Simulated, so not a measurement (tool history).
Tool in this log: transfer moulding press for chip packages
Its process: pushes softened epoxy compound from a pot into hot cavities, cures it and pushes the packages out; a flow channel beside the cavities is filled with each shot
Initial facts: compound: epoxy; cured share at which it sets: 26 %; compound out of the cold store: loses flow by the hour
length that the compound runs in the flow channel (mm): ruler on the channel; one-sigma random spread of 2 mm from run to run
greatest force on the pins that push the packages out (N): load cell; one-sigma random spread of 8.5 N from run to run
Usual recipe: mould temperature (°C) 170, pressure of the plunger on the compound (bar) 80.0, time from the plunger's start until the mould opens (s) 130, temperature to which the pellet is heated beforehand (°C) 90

run,day,mould temperature (°C),pressure of the plunger on the compound (bar),time from the plunger's start until the mould opens (s),temperature to which the pellet is heated beforehand (°C),incoming compound's hours out of the cold store,length that the compound runs in the flow channel (mm),greatest force on the pins that push the packages out (N)
1,0.000,170,80.0,130,90,31.6,603,555
2,0.504,170,80.0,130,83,25.2,613,578
3,0.812,170,80.0,130,83,8.8,640,616
4,1.229,170,80.0,130,83,12.4,635,615
5,1.467,170,80.0,130,83,47.4,579,600
6,1.875,170,80.0,130,83,18.1,622,395
7,2.162,170,80.0,130,90,14.8,625,419
8,2.650,170,80.0,130,90,46.8,580,460
9,3.171,170,80.0,130,90,42.4,585,489
10,3.671,170,80.0,130,95,10.4,636,529
11,4.067,170,80.0,122,95,27.7,607,570
12,4.562,170,80.0,130,90,14.0,627,565
13,4.871,170,80.0,116,90,11.9,634,650
14,5.283,170,85.7,116,90,18.4,641,651
15,5.567,170,70.9,130,90,19.2,586,601
16,5.858,170,80.0,130,91,33.4,598,603
17,6.250,170,80.0,137,95,15.0,629,588
18,6.508,170,80.0,151,99,37.7,592,550
19,6.875,170,80.0,151,99,47.0,575,383
20,7.379,164,85.6,130,90,8.5,681,665
21,7.654,164,85.6,130,90,15.6,664,679
22,7.958,164,85.6,130,90,15.4,667,694
23,8.450,164,85.6,130,98,17.7,658,724
24,8.933,172,68.2,124,96,34.7,540,513
25,9.375,165,68.2,127,96,35.2,560,740
26,9.854,164,68.2,127,97,25.6,576,848
27,10.200,168,80.0,162,90,29.6,605,552
28,10.454,168,80.0,162,90,40.6,593,546
29,10.725,168,80.0,162,90,34.8,598,563
30,10.967,165,70.7,141,95,38.7,564,709

Between the runs listed above, the log contained 2 entries, not reproduced here. Where in the sequence does each belong, and how does what the log doesn't record of the tool's condition differ from the listed run before to the listed run after?
Runs 5 to 6: cavities cleaned with cleaning compound and waxed (day 1.871)
  pressure that reaches the compound, % of what is set: 97.49 -> 97.42; grip of the stained cavities, % over clean ones': 59.9 -> 1.9
  measured result minus the result with no hidden state, length that the compound runs in the flow channel (mm): -7 -> -7; greatest force on the pins that push the packages out (N): +229 -> +12
Runs 18 to 19: cavities cleaned with cleaning compound and waxed (day 6.604)
  true mould temperature over the reading, C: -0.42 -> -0.43; pressure that reaches the compound, % of what is set: 96.48 -> 96.41; grip of the stained cavities, % over clean ones': 60.2 -> 7.9
  measured result minus the result with no hidden state, length that the compound runs in the flow channel (mm): -10 -> -9; greatest force on the pins that push the packages out (N): +209 -> +30
